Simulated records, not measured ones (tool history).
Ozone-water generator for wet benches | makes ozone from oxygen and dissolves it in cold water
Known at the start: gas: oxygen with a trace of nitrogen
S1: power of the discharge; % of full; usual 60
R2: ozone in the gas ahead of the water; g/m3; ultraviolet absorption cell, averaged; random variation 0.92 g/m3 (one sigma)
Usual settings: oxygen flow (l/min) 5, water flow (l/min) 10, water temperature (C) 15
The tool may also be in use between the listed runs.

run 1 hour=0 | S1=60 oxygen_flow_(l/min)=5 water_flow_(l/min)=10 water_temperature_(C)=15 | dissolved_ozone_(ppm)=17 R2=141
run 2 hour=80.9 | S1=60 oxygen_flow_(l/min)=5 water_flow_(l/min)=10 water_temperature_(C)=15 | dissolved_ozone_(ppm)=17.3 R2=140.5
run 3 hour=169.1 | S1=60 oxygen_flow_(l/min)=5 water_flow_(l/min)=16 water_temperature_(C)=15 | dissolved_ozone_(ppm)=12.5 R2=138.9
run 4 hour=340.4 | S1=60 oxygen_flow_(l/min)=5 water_flow_(l/min)=16 water_temperature_(C)=15 | dissolved_ozone_(ppm)=12.3 R2=138.9
run 5 hour=519.5 | S1=60 oxygen_flow_(l/min)=5 water_flow_(l/min)=10 water_temperature_(C)=15 | dissolved_ozone_(ppm)=16.8 R2=139.7
run 6 hour=661 | S1=60 oxygen_flow_(l/min)=5 water_flow_(l/min)=10 water_temperature_(C)=15 | dissolved_ozone_(ppm)=16.9 R2=137.9
run 7 hour=845.2 | S1=60 oxygen_flow_(l/min)=5 water_flow_(l/min)=10 water_temperature_(C)=15 | dissolved_ozone_(ppm)=16.9 R2=139.3
run 8 hour=992.7 | S1=60 oxygen_flow_(l/min)=5 water_flow_(l/min)=10 water_temperature_(C)=15 | dissolved_ozone_(ppm)=16.6 R2=138.1
run 9 hour=1106.1 | S1=60 oxygen_flow_(l/min)=5 water_flow_(l/min)=12 water_temperature_(C)=15 | dissolved_ozone_(ppm)=14.6 R2=137.9
run 10 hour=1236.3 | S1=60 oxygen_flow_(l/min)=5 water_flow_(l/min)=12 water_temperature_(C)=15 | dissolved_ozone_(ppm)=14.8 R2=137.1
run 11 hour=1391.6 | S1=60 oxygen_flow_(l/min)=5 water_flow_(l/min)=10 water_temperature_(C)=15 | dissolved_ozone_(ppm)=16.4 R2=136.9
run 12 hour=1535.6 | S1=60 oxygen_flow_(l/min)=5 water_flow_(l/min)=10 water_temperature_(C)=15 | dissolved_ozone_(ppm)=16.5 R2=136.1
run 13 hour=1701.7 | S1=60 oxygen_flow_(l/min)=5 water_flow_(l/min)=10 water_temperature_(C)=15 | dissolved_ozone_(ppm)=16.2 R2=136.6
run 14 hour=1845.9 | S1=60 oxygen_flow_(l/min)=5 water_flow_(l/min)=10 water_temperature_(C)=15 | dissolved_ozone_(ppm)=16.2 R2=135.8
run 15 hour=1954.9 | S1=60 oxygen_flow_(l/min)=5 water_flow_(l/min)=10 water_temperature_(C)=15 | dissolved_ozone_(ppm)=16.1 R2=135.7
-- hour=1969.8 water thermometer calibrated
run 16 hour=2045.8 | S1=60 oxygen_flow_(l/min)=5 water_flow_(l/min)=10 water_temperature_(C)=15 | dissolved_ozone_(ppm)=16.1 R2=136.3
run 17 hour=2129.2 | S1=60 oxygen_flow_(l/min)=5 water_flow_(l/min)=10 water_temperature_(C)=15 | dissolved_ozone_(ppm)=16.1 R2=137.8
run 18 hour=2277.3 | S1=60 oxygen_flow_(l/min)=7.56 water_flow_(l/min)=10 water_temperature_(C)=13 | dissolved_ozone_(ppm)=16.6 R2=116
run 19 hour=2386.5 | S1=55 oxygen_flow_(l/min)=7.13 water_flow_(l/min)=10 water_temperature_(C)=13 | dissolved_ozone_(ppm)=15.4 R2=109.8
run 20 hour=2487.7 | S1=55 oxygen_flow_(l/min)=7.13 water_flow_(l/min)=10 water_temperature_(C)=13 | dissolved_ozone_(ppm)=15.4 R2=110.7
run 21 hour=2578.1 | S1=55 oxygen_flow_(l/min)=7.13 water_flow_(l/min)=10 water_temperature_(C)=13 | dissolved_ozone_(ppm)=15.5 R2=110.4
run 22 hour=2681.5 | S1=60 oxygen_flow_(l/min)=7.59 water_flow_(l/min)=13 water_temperature_(C)=15 | dissolved_ozone_(ppm)=13.5 R2=113.2
run 23 hour=2817.9 | S1=59 oxygen_flow_(l/min)=5 water_flow_(l/min)=10 water_temperature_(C)=8 | dissolved_ozone_(ppm)=17.7 R2=133.1
run 24 hour=2967.4 | S1=53 oxygen_flow_(l/min)=3.31 water_flow_(l/min)=13 water_temperature_(C)=23 | dissolved_ozone_(ppm)=10.3 R2=147.2
run 25 hour=3099.8 | S1=41 oxygen_flow_(l/min)=6.2 water_flow_(l/min)=8 water_temperature_(C)=8 | dissolved_ozone_(ppm)=15.9 R2=95.2
run 26 hour=3207.7 | S1=41 oxygen_flow_(l/min)=6.2 water_flow_(l/min)=8 water_temperature_(C)=8 | dissolved_ozone_(ppm)=15.9 R2=96
run 27 hour=3332.9 | S1=41 oxygen_flow_(l/min)=6.2 water_flow_(l/min)=8 water_temperature_(C)=8 | dissolved_ozone_(ppm)=16 R2=96
run 28 hour=3440 | S1=41 oxygen_flow_(l/min)=5.3 water_flow_(l/min)=11 water_temperature_(C)=23 | dissolved_ozone_(ppm)=9.9 R2=101.6
run 29 hour=3614.2 | S1=41 oxygen_flow_(l/min)=5.3 water_flow_(l/min)=11 water_temperature_(C)=23 | dissolved_ozone_(ppm)=9.6 R2=102.4
run 30 hour=3711 | S1=48 oxygen_flow_(l/min)=5.3 water_flow_(l/min)=11 water_temperature_(C)=23 | dissolved_ozone_(ppm)=10.7 R2=112
run 31 hour=3816.4 | S1=60 oxygen_flow_(l/min)=5 water_flow_(l/min)=10 water_temperature_(C)=8 | dissolved_ozone_(ppm)=17.2 R2=131.6
run 32 hour=3965 | S1=80 oxygen_flow_(l/min)=7.48 water_flow_(l/min)=11 water_temperature_(C)=13 | dissolved_ozone_(ppm)=17.6 R2=133.7
run 33 hour=4063.3 | S1=60 oxygen_flow_(l/min)=6.7 water_flow_(l/min)=7 water_temperature_(C)=11 | dissolved_ozone_(ppm)=19.8 R2=117.4

Forecast each of these 3 alternatives for the next run:
run A hour=4229.2 | S1=60 oxygen_flow_(l/min)=5.69 water_flow_(l/min)=10 water_temperature_(C)=15 | dissolved_ozone_(ppm)=? R2=?
run B hour=4229.2 | S1=60 oxygen_flow_(l/min)=3.72 water_flow_(l/min)=7 water_temperature_(C)=11 | dissolved_ozone_(ppm)=? R2=?
run C hour=4229.2 | S1=60 oxygen_flow_(l/min)=5 water_flow_(l/min)=8 water_temperature_(C)=15 | dissolved_ozone_(ppm)=? R2=?

run=A dissolved_ozone_(ppm)=15 R2=124.1
run=B dissolved_ozone_(ppm)=20.3 R2=148.8
run=C dissolved_ozone_(ppm)=17.4 R2=130
Without the tool's hidden state the same runs would have given:
run=A dissolved_ozone_(ppm)=19.1 R2=146.4
run=B dissolved_ozone_(ppm)=25.8 R2=175.4
run=C dissolved_ozone_(ppm)=22.2 R2=153.6
